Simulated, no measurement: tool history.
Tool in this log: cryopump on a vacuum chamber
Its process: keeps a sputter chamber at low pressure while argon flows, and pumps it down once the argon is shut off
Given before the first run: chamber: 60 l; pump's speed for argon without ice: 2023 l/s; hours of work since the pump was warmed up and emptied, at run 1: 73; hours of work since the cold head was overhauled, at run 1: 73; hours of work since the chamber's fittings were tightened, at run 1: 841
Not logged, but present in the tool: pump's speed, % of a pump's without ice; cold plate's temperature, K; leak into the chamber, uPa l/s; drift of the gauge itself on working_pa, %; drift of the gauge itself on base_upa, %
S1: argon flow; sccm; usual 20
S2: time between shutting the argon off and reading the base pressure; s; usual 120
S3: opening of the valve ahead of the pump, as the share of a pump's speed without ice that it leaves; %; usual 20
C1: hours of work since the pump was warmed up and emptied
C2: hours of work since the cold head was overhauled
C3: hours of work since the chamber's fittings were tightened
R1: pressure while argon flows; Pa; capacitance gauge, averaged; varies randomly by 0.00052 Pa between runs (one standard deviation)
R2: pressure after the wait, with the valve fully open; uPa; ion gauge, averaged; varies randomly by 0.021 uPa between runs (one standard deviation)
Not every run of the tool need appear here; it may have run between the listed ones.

run   hour  S1   S2  S3   C1   C2    C3      R1    R2
  1    0.0  20  120  20   73   73   841  0.0848  1.04
  2   21.7  30  120  20   89   89   857  0.1276  1.04
  3   45.2  30  120  20  106  106   874  0.1266  1.08
  4   62.1  20  120  20  119  119   887  0.0853  1.12
  5   88.8  20  120  20  138  138   906  0.0859  1.07
  6  118.5  20  120  20  160  160   928  0.0850  1.14
  7  151.5  20  120  20  184  184   952  0.0863  1.18
  8  189.2  20  186  20  212  212   980  0.0872  1.10
  9  225.7  20  186  20  239  239  1007  0.0867  1.10
 10  265.5  20   36  56  268  268  1036  0.0339  2.11
 11  296.8  20   36  56  291  291  1059  0.0343  2.14
 12  327.1  25   21  38  313  313  1081  0.0614  3.04
 13  346.8  27  293  20  328  328  1096  0.1196  1.19
 14  378.9  20   62  33  351  351  1119  0.0569  1.77
 15  417.6  11   70  59  380  380  1148  0.0188  1.74
 16  454.1  20  256  36  406  406  1175  0.0534  1.37
 17  475.5  17   97  29  422  422  1190  0.0550  1.70
     500.9  -- pump warmed up, emptied and cooled again
 18  500.9  38  260  59    0  437  1205  0.0537  1.05

Alternative continuations, all from the tool just after run 18; predict every row:
  A  527.0  13  120  20  19  456  1224   ?   ?
  B  527.0   9  120  20  19  456  1224   ?   ?
  C  527.0  35  274  42  19  456  1224   ?   ?
  D  527.0  30   95  17  19  456  1224   ?   ?
  E  527.0  10  260  35  19  456  1224   ?   ?

run      R1    R2
  A  0.0551  1.23
  B  0.0375  1.28
  C  0.0706  1.04
  D  0.1472  1.44
  E  0.0245  1.09
Without the tool's hidden state the same runs would have given:
run      R1    R2
  A  0.0548  0.47
  B  0.0373  0.48
  C  0.0699  0.27
  D  0.1466  0.64
  E  0.0243  0.30
